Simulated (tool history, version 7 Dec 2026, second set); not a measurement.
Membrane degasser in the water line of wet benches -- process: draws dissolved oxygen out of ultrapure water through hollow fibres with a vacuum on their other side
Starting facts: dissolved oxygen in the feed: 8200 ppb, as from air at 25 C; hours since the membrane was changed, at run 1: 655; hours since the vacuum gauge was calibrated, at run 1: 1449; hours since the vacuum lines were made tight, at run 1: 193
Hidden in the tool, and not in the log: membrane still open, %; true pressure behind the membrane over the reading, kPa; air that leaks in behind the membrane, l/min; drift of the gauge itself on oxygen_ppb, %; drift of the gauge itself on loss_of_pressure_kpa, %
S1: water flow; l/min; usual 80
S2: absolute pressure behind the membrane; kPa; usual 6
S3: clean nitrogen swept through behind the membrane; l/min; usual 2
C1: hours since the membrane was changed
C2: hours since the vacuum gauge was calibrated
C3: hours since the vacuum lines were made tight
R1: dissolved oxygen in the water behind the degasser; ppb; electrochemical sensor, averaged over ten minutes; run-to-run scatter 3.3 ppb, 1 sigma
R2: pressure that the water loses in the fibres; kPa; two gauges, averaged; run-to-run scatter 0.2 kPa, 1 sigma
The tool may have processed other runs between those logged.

run 1 hour=0 | S1=80 S2=6 S3=2 | C1=655 C2=1449 C3=193 | R1=337.1 R2=41.72
run 2 hour=54.9 | S1=80 S2=6 S3=2 | C1=710 C2=1504 C3=248 | R1=344.1 R2=42.18
run 3 hour=108.1 | S1=80 S2=6 S3=2 | C1=763 C2=1557 C3=301 | R1=344.5 R2=41.98
run 4 hour=151.2 | S1=80 S2=6 S3=2 | C1=806 C2=1600 C3=344 | R1=342.1 R2=42.38
run 5 hour=212.2 | S1=80 S2=6 S3=2 | C1=867 C2=1661 C3=405 | R1=345.4 R2=42.4
run 6 hour=257.2 | S1=80 S2=6 S3=2 | C1=912 C2=1706 C3=450 | R1=337.2 R2=41.91
run 7 hour=290.6 | S1=80 S2=6 S3=2 | C1=946 C2=1740 C3=483 | R1=345.6 R2=42.15
run 8 hour=321.1 | S1=80 S2=6 S3=3.08 | C1=976 C2=1770 C3=514 | R1=278.5 R2=42.15
run 9 hour=362.5 | S1=80 S2=6 S3=3.08 | C1=1018 C2=1812 C3=555 | R1=282.7 R2=41.9
run 10 hour=401.9 | S1=80 S2=6 S3=3.08 | C1=1057 C2=1851 C3=595 | R1=274.5 R2=42.07
run 11 hour=451.2 | S1=80 S2=6 S3=3.08 | C1=1106 C2=1900 C3=644 | R1=279.7 R2=42.11
-- hour=456.2 vacuum gauge calibrated
run 12 hour=487.6 | S1=80 S2=6 S3=3.08 | C1=1142 C2=31 C3=680 | R1=281.8 R2=42.28
run 13 hour=535.4 | S1=80 S2=6 S3=2 | C1=1190 C2=79 C3=728 | R1=352.5 R2=42.16
run 14 hour=582.3 | S1=80 S2=6 S3=2 | C1=1237 C2=126 C3=774 | R1=356.3 R2=42.17
run 15 hour=625.3 | S1=80 S2=6 S3=2 | C1=1280 C2=169 C3=817 | R1=362.3 R2=42.27
run 16 hour=662 | S1=80 S2=6 S3=2 | C1=1317 C2=206 C3=854 | R1=353.3 R2=42.41
run 17 hour=722.1 | S1=80 S2=6 S3=2.5 | C1=1377 C2=266 C3=914 | R1=319 R2=42.39
-- hour=757.2 vacuum gauge calibrated, once more
run 18 hour=776 | S1=66 S2=6.08 S3=1.66 | C1=1430 C2=19 C3=968 | R1=315.7 R2=34.88
run 19 hour=836.4 | S1=105 S2=10.53 S3=2.34 | C1=1490 C2=79 C3=1028 | R1=772.5 R2=55.77
run 20 hour=877.8 | S1=105 S2=10.53 S3=2.34 | C1=1532 C2=121 C3=1069 | R1=768.5 R2=55.6
run 21 hour=914.7 | S1=66 S2=6 S3=2 | C1=1569 C2=158 C3=1106 | R1=276.2 R2=35.24
run 22 hour=947.3 | S1=61 S2=6.28 S3=2 | C1=1601 C2=190 C3=1139 | R1=274.5 R2=32.51
run 23 hour=993.1 | S1=61 S2=6.28 S3=2 | C1=1647 C2=236 C3=1185 | R1=274.8 R2=32.42
run 24 hour=1039.8 | S1=61 S2=6.73 S3=4.23 | C1=1694 C2=283 C3=1232 | R1=199.3 R2=32.21
run 25 hour=1078.7 | S1=54 S2=6.14 S3=4.82 | C1=1733 C2=322 C3=1270 | R1=143.1 R2=28.66
run 26 hour=1132.1 | S1=80 S2=12.32 S3=3.83 | C1=1786 C2=375 C3=1324 | R1=516.3 R2=42.59
run 27 hour=1172.3 | S1=80 S2=14.97 S3=1.38 | C1=1826 C2=415 C3=1364 | R1=1249.3 R2=42.15
run 28 hour=1203.4 | S1=49 S2=12.14 S3=4.4 | C1=1857 C2=446 C3=1395 | R1=283.2 R2=26.01
run 29 hour=1243.4 | S1=49 S2=6 S3=2 | C1=1897 C2=486 C3=1435 | R1=207.6 R2=25.99
run 30 hour=1270.8 | S1=49 S2=6 S3=2 | C1=1925 C2=514 C3=1463 | R1=202.3 R2=26.3
run 31 hour=1306.8 | S1=49 S2=6 S3=2 | C1=1961 C2=550 C3=1498 | R1=204.1 R2=26.28

Predict each of these 4 candidate next runs independently; none follows another, all start after run 31:
run A hour=1363.6 | S1=68 S2=7.89 S3=2 | C1=2018 C2=606 C3=1555 | R1=? R2=?
run B hour=1363.6 | S1=91 S2=4.09 S3=1.65 | C1=2018 C2=606 C3=1555 | R1=? R2=?
run C hour=1363.6 | S1=116 S2=3.82 S3=2 | C1=2018 C2=606 C3=1555 | R1=? R2=?
run D hour=1363.6 | S1=124 S2=11.55 S3=3.38 | C1=2018 C2=606 C3=1555 | R1=? R2=?

run=A R1=414.1 R2=36.29
run=B R1=253.9 R2=48.36
run=C R1=289.3 R2=61.89
run=D R1=795.7 R2=66.13
The same runs, with their run-to-run variation unchanged, on a tool lacking any hidden condition would have given:
run=A R1=398.8 R2=35.39
run=B R1=230.9 R2=47.16
run=C R1=261.9 R2=60.34
run=D R1=772.5 R2=64.49

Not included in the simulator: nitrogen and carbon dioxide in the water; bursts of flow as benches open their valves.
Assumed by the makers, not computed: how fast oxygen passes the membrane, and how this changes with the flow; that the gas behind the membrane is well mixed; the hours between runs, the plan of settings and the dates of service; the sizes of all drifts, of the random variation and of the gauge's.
